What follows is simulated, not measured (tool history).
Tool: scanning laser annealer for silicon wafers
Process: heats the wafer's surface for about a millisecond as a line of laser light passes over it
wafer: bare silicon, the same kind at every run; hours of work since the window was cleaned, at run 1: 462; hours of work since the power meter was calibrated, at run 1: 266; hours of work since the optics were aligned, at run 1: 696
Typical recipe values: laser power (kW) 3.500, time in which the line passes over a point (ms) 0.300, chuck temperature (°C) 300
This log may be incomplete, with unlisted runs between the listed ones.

run   hour  laser power (kW)  time in which the line passes over a point (ms)  chuck temperature (°C)  hours of work since the window was cleaned  hours of work since the power meter was calibrated  hours of work since the optics were aligned  highest temperature of the surface (°C)
  1    0.0             3.500                                            0.300                     300                                         462                                                 266                                          696                                     1002
  2   28.0             3.500                                            0.300                     300                                         474                                                 277                                          707                                     1000
  3   63.0             3.500                                            0.300                     334                                         488                                                 292                                          722                                     1034
  4   93.4             3.500                                            0.300                     300                                         501                                                 304                                          734                                     1001
  5  140.5             3.500                                            0.300                     300                                         520                                                 324                                          753                                      999
  6  169.4             3.500                                            0.300                     300                                         532                                                 335                                          765                                      999
  7  212.8             3.500                                            0.300                     300                                         550                                                 353                                          783                                      997
  8  259.2             3.641                                            0.300                     303                                         569                                                 372                                          802                                     1032
  9  302.0             3.257                                            0.301                     300                                         586                                                 390                                          819                                      948
     308.9  -- laser's power meter calibrated
 10  344.2             3.500                                            0.300                     313                                         602                                                  14                                          836                                     1007
     387.0  -- laser's power meter calibrated, once more
 11  395.0             3.178                                            0.300                     300                                         622                                                   3                                          855                                      927
 12  433.9             3.178                                            0.241                     300                                         638                                                  19                                          871                                      868
 13  479.4             3.178                                            0.241                     300                                         656                                                  38                                          890                                      872

Predict each of these 5 candidate next runs independently; none follows another, all start after run 13:
  A  507.4             3.178                                            0.221                     282                                         668                                                  49                                          901                                        ?
  B  507.4             3.079                                            0.309                     330                                         668                                                  49                                          901                                        ?
  C  507.4             3.178                                            0.221                     300                                         668                                                  49                                          901                                        ?
  D  507.4             3.525                                            0.241                     319                                         668                                                  49                                          901                                        ?
  E  507.4             3.710                                            0.241                     295                                         668                                                  49                                          901                                        ?

run  highest temperature of the surface (°C)
  A                                      825
  B                                      940
  C                                      843
  D                                      953
  E                                      965
Without the tool's unlogged condition, the same runs would have read:
run  highest temperature of the surface (°C)
  A                                      853
  B                                      971
  C                                      871
  D                                      985
  E                                     1000
